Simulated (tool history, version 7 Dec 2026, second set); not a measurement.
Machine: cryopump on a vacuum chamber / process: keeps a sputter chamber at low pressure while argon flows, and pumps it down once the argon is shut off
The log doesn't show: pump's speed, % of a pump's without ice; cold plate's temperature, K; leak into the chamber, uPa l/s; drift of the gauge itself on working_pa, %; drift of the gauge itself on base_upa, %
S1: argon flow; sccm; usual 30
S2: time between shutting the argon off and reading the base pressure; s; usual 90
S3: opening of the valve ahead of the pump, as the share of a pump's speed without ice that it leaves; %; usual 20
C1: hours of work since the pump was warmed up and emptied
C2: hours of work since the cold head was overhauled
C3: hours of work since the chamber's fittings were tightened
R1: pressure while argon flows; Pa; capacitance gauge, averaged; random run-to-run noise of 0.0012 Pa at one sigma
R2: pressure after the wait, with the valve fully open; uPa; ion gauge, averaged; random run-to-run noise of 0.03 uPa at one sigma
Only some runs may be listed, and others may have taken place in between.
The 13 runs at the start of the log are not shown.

run,day,S1,S2,S3,C1,C2,C3,R1,R2
14,13.312,30,90,20,371,371,2410,0.2856,3.27
15,13.946,30,90,20,378,378,2417,0.2869,3.37
16,15.092,30,90,20,391,391,2430,0.2861,3.30
17,16.338,30,24,20,406,406,2444,0.2886,6.41
18,17.546,42,84,22,419,419,2458,0.3650,3.35
19,18.546,23,290,42,431,431,2470,0.1072,2.47
20,19.296,23,290,42,440,440,2478,0.1074,2.57
21,20.067,26,90,58,448,448,2487,0.0888,3.39
22,20.933,17,49,58,458,458,2497,0.0587,4.33
23,21.971,30,20,44,470,470,2509,0.1334,7.68
24,22.867,19,77,44,481,481,2519,0.0836,3.51
25,23.467,19,77,44,488,488,2526,0.0859,3.60
26,24.829,19,77,44,503,503,2542,0.0835,3.53
27,25.696,36,245,48,513,513,2552,0.1488,2.65
28,26.796,46,80,23,526,526,2564,0.3849,3.61
29,27.988,30,90,26,539,539,2578,0.2232,3.37
30,28.600,15,35,27,546,546,2585,0.1072,5.31
31,29.704,15,35,27,559,559,2598,0.1076,5.40
32,30.792,24,68,37,572,572,2610,0.1283,3.93
33,31.408,30,90,37,579,579,2617,0.1581,3.46
34,32.042,14,245,21,586,586,2625,0.1296,2.70

Here are 4 independent what-if runs from the current tool condition. What would each one return?
A,33.308,14,188,21,601,601,2639,?,?
B,33.308,56,245,34,601,601,2639,?,?
C,33.308,21,76,49,601,601,2639,?,?
D,33.308,12,101,38,601,601,2639,?,?

run,R1,R2
A,0.1260,2.93
B,0.3231,2.84
C,0.0854,3.78
D,0.0624,3.30
What these runs would have given with no unlogged condition in the tool:
run,R1,R2
A,0.1222,0.92
B,0.3078,0.77
C,0.0796,1.74
D,0.0592,1.31
